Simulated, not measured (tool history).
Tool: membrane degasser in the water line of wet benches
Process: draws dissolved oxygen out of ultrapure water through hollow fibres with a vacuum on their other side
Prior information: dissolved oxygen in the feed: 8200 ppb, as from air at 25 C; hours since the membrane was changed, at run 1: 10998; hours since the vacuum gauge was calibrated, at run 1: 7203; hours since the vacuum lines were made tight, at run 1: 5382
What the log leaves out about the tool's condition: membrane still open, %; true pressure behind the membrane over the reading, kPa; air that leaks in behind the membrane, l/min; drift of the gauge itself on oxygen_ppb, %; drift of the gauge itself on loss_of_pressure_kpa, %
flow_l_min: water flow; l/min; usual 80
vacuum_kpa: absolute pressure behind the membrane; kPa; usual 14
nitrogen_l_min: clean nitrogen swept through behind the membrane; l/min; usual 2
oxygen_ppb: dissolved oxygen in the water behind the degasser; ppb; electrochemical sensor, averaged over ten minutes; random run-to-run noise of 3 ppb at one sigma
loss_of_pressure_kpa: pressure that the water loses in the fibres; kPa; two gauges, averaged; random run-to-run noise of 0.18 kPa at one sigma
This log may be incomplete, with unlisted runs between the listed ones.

run	hour	flow_l_min	vacuum_kpa	nitrogen_l_min	hours since the membrane was changed	hours since the vacuum gauge was calibrated	hours since the vacuum lines were made tight	oxygen_ppb	loss_of_pressure_kpa
1	0	80	14	2	10998	7203	5382	817	36.7
2	223.2	80	14	2	11221	7426	5605	818.6	36.71
3	365.1	80	14	2	11363	7568	5747	815.4	36.41
4	683.6	80	14	2	11681	7886	6066	821.2	36.86
# hour 870.7: vacuum gauge calibrated
5	953.1	69	14	2	11950	82	6335	733.8	31.75
6	1253.3	69	14	2	12251	383	6635	736.8	31.83
7	1434.9	69	14	2	12432	564	6817	730.4	31.64
8	1625.1	69	14	2	12622	754	7007	738	31.77
# hour 1692.4: vacuum gauge calibrated, once more
9	1895.8	112	20.4	4.03	12893	203	7277	937.7	52.43
10	2200.6	66	22	4.03	13197	508	7582	652.8	30.75
11	2351	66	29.2	5.33	13348	659	7732	696.7	30.46

Each row is a separate what-if for the run after 11, all from the same tool condition, not one after another. Results?
A	2663.7	80	21.8	2	13660	971	8045	?	?
B	2663.7	80	15	2.42	13660	971	8045	?	?
C	2663.7	54	14	1.83	13660	971	8045	?	?

run	oxygen_ppb	loss_of_pressure_kpa
A	1295.4	36.92
B	751.2	36.93
C	631.4	24.87
Without the tool's hidden state the same runs would have given:
run	oxygen_ppb	loss_of_pressure_kpa
A	1290.9	34.6
B	746.8	34.6
C	627.6	23.29
